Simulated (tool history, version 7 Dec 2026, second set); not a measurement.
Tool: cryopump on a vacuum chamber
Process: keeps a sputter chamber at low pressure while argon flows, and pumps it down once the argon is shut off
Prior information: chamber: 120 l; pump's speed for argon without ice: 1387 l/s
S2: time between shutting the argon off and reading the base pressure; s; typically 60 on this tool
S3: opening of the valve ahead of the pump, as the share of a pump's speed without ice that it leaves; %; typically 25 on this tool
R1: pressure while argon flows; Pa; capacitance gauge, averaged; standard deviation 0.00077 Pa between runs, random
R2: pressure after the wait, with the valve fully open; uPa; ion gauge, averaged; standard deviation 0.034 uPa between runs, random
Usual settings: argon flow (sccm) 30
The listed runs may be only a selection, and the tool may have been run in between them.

{"run": 1, "hour": 0.0, "argon flow (sccm)": 30, "S2": 60, "S3": 25, "R1": 0.1469, "R2": 2.04}
{"run": 2, "hour": 17.6, "argon flow (sccm)": 30, "S2": 60, "S3": 25, "R1": 0.1473, "R2": 2.07}
{"run": 3, "hour": 43.1, "argon flow (sccm)": 30, "S2": 60, "S3": 25, "R1": 0.1469, "R2": 2.11}
{"run": 4, "hour": 68.7, "argon flow (sccm)": 30, "S2": 60, "S3": 25, "R1": 0.1476, "R2": 2.06}
{"run": 5, "hour": 92.0, "argon flow (sccm)": 30, "S2": 60, "S3": 25, "R1": 0.1492, "R2": 2.15}
{"run": 6, "hour": 115.0, "argon flow (sccm)": 30, "S2": 60, "S3": 25, "R1": 0.1468, "R2": 2.12}
{"run": 7, "hour": 133.3, "argon flow (sccm)": 30, "S2": 43, "S3": 25, "R1": 0.1476, "R2": 2.87}
{"run": 8, "hour": 158.5, "argon flow (sccm)": 30, "S2": 43, "S3": 25, "R1": 0.149, "R2": 2.82}
{"run": 9, "hour": 182.8, "argon flow (sccm)": 30, "S2": 60, "S3": 25, "R1": 0.1486, "R2": 2.17}
{"run": 10, "hour": 199.7, "argon flow (sccm)": 30, "S2": 60, "S3": 25, "R1": 0.1493, "R2": 2.17}
{"run": 11, "hour": 226.5, "argon flow (sccm)": 15, "S2": 60, "S3": 25, "R1": 0.0751, "R2": 2.17}
{"run": 12, "hour": 240.7, "argon flow (sccm)": 30, "S2": 60, "S3": 25, "R1": 0.1504, "R2": 2.24}
{"run": 13, "hour": 252.4, "argon flow (sccm)": 30, "S2": 242, "S3": 25, "R1": 0.1507, "R2": 1.03}
{"run": 14, "hour": 277.2, "argon flow (sccm)": 30, "S2": 242, "S3": 25, "R1": 0.1504, "R2": 1}
{"run": 15, "hour": 295.2, "argon flow (sccm)": 30, "S2": 242, "S3": 25, "R1": 0.1489, "R2": 1.04}
{"run": 16, "hour": 317.4, "argon flow (sccm)": 30, "S2": 242, "S3": 25, "R1": 0.1511, "R2": 1.06}
{"run": 17, "hour": 335.9, "argon flow (sccm)": 30, "S2": 242, "S3": 25, "R1": 0.1526, "R2": 1.09}
{"run": 18, "hour": 362.8, "argon flow (sccm)": 18, "S2": 25, "S3": 34, "R1": 0.0678, "R2": 4.51}
{"run": 19, "hour": 381.7, "argon flow (sccm)": 23, "S2": 101, "S3": 25, "R1": 0.1149, "R2": 1.69}
{"run": 20, "hour": 408.3, "argon flow (sccm)": 54, "S2": 60, "S3": 25, "R1": 0.273, "R2": 2.34}
{"run": 21, "hour": 429.3, "argon flow (sccm)": 49, "S2": 60, "S3": 25, "R1": 0.2472, "R2": 2.36}
{"run": 22, "hour": 446.4, "argon flow (sccm)": 49, "S2": 71, "S3": 55, "R1": 0.1178, "R2": 2.16}
{"run": 23, "hour": 460.0, "argon flow (sccm)": 49, "S2": 71, "S3": 55, "R1": 0.1183, "R2": 2.15}
{"run": 24, "hour": 482.1, "argon flow (sccm)": 30, "S2": 20, "S3": 25, "R1": 0.1538, "R2": 5.68}
{"run": 25, "hour": 499.2, "argon flow (sccm)": 14, "S2": 263, "S3": 25, "R1": 0.0711, "R2": 1.12}
{"run": 26, "hour": 511.5, "argon flow (sccm)": 30, "S2": 147, "S3": 22, "R1": 0.1737, "R2": 1.4}
{"run": 27, "hour": 534.2, "argon flow (sccm)": 30, "S2": 147, "S3": 22, "R1": 0.1735, "R2": 1.45}
{"run": 28, "hour": 553.2, "argon flow (sccm)": 56, "S2": 40, "S3": 34, "R1": 0.2123, "R2": 3.26}
{"run": 29, "hour": 579.6, "argon flow (sccm)": 49, "S2": 55, "S3": 51, "R1": 0.1299, "R2": 2.66}
{"run": 30, "hour": 607.9, "argon flow (sccm)": 30, "S2": 205, "S3": 19, "R1": 0.1997, "R2": 1.38}
{"run": 31, "hour": 629.4, "argon flow (sccm)": 49, "S2": 259, "S3": 33, "R1": 0.1933, "R2": 1.3}

Each row is a separate what-if for the run after 31, all from the same tool condition, not one after another. Results?
{"run": "A", "hour": 655.6, "argon flow (sccm)": 30, "S2": 138, "S3": 25, "R1": "?", "R2": "?"}
{"run": "B", "hour": 655.6, "argon flow (sccm)": 49, "S2": 259, "S3": 56, "R1": "?", "R2": "?"}
{"run": "C", "hour": 655.6, "argon flow (sccm)": 30, "S2": 60, "S3": 39, "R1": "?", "R2": "?"}

run=A R1=0.1561 R2=1.6
run=B R1=0.1209 R2=1.39
run=C R1=0.1022 R2=2.61
With the hidden condition removed and each run's random variation left untouched, the same runs would have given:
run=A R1=0.1474 R2=0.89
run=B R1=0.1068 R2=0.63
run=C R1=0.0935 R2=1.87

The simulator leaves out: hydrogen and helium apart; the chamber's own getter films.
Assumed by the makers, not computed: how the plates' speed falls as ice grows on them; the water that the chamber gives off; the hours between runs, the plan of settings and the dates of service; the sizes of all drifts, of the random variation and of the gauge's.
